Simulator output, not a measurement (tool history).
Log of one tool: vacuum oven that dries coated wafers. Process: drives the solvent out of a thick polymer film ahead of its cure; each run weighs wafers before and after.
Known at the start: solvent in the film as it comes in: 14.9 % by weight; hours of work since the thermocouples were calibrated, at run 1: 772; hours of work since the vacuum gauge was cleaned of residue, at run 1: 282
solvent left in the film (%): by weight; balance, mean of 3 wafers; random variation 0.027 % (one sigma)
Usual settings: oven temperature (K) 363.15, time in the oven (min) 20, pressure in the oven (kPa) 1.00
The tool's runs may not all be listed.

run   hour  oven temperature (K)  time in the oven (min)  pressure in the oven (kPa)  hours of work since the thermocouples were calibrated  hours of work since the vacuum gauge was cleaned of residue  solvent left in the film (%)
  1    0.0                363.15                      20                        1.00                                                    772                                                          282                          1.61
  2   10.1                363.15                      20                        1.00                                                    777                                                          288                          1.60
  3   18.0                363.15                      20                        1.00                                                    781                                                          292                          1.66
  4   32.4                363.15                      20                        1.00                                                    789                                                          300                          1.60
  5   44.9                363.15                      20                        1.00                                                    796                                                          307                          1.60
  6   56.0                363.15                      20                        1.00                                                    802                                                          313                          1.59
  7   67.5                363.15                      20                        1.00                                                    808                                                          319                          1.61
  8   73.9                366.15                      20                        1.00                                                    811                                                          322                          1.03
  9   87.7                355.15                      20                        1.00                                                    819                                                          330                          4.10
 10   96.9                355.15                      20                        1.00                                                    824                                                          335                          4.05
 11  109.5                355.15                      20                        1.00                                                    830                                                          341                          4.03
     119.8  -- oven's thermocouples calibrated
 12  124.7                363.15                      20                        1.23                                                      3                                                          348                          1.42
 13  130.9                363.15                      14                        1.00                                                      6                                                          352                          2.51
 14  137.0                363.15                      14                        1.00                                                      9                                                          355                          2.48
 15  148.4                363.15                      14                        1.00                                                     15                                                          361                          2.51
 16  155.6                363.15                      14                        1.00                                                     19                                                          365                          2.49
 17  168.6                354.15                      20                        1.00                                                     26                                                          372                          3.97
 18  179.3                354.15                      20                        1.00                                                     32                                                          378                          3.95
 19  192.6                363.15                      20                        1.00                                                     39                                                          385                          1.39
 20  203.7                363.15                      20                        1.00                                                     45                                                          391                          1.35
 21  216.6                363.15                      20                        1.00                                                     52                                                          398                          1.41
 22  222.4                363.15                      20                        1.00                                                     55                                                          401                          1.34
 23  233.7                363.15                      20                        1.00                                                     61                                                          407                          1.38
 24  243.1                363.15                      20                        1.00                                                     66                                                          412                          1.30
 25  256.5                367.15                      20                        0.81                                                     73                                                          419                          0.68
 26  262.8                367.15                      20                        0.81                                                     77                                                          423                          0.72
 27  270.3                367.15                      20                        0.81                                                     81                                                          427                          0.70
 28  283.4                367.15                      29                        0.81                                                     88                                                          434                          0.35
 29  293.6                367.15                      29                        0.81                                                     93                                                          439                          0.28
 30  304.3                371.15                      19                        2.50                                                     99                                                          445                          0.73
 31  312.2                371.15                      34                        2.50                                                    103                                                          449                          0.59
 32  321.9                371.15                      34                        2.20                                                    109                                                          454                          0.51
 33  336.0                366.15                      34                        1.08                                                    116                                                          462                          0.38
 34  349.1                352.15                      34                        1.08                                                    123                                                          469                          2.58
 35  358.2                363.15                      21                        1.00                                                    128                                                          474                          1.22
 36  364.4                363.15                      21                        1.00                                                    131                                                          477                          1.23
 37  376.4                360.15                      23                        1.00                                                    138                                                          484                          1.64
 38  387.5                363.15                      20                        3.01                                                    144                                                          490                          1.92
 39  399.1                364.15                      10                        3.01                                                    150                                                          496                          4.00
 40  406.9                363.15                      10                        3.43                                                    154                                                          500                          4.41
 41  419.7                363.15                      10                        3.43                                                    161                                                          507                          4.42
 42  431.2                374.15                      20                        2.70                                                    167                                                          513                          0.57
 43  442.6                374.15                      20                        2.70                                                    173                                                          519                          0.62

Forecast each of these 3 alternatives for the next run:
  A  453.1                370.15                      16                        0.78                                                    179                                                          525                             ?
  B  453.1                349.15                      15                        0.95                                                    179                                                          525                             ?
  C  453.1                351.15                      20                        2.40                                                    179                                                          525                             ?

run  solvent left in the film (%)
  A                          0.69
  B                          6.98
  C                          5.52
Without the tool's hidden state the same runs would have given:
run  solvent left in the film (%)
  A                          0.67
  B                          6.96
  C                          5.49

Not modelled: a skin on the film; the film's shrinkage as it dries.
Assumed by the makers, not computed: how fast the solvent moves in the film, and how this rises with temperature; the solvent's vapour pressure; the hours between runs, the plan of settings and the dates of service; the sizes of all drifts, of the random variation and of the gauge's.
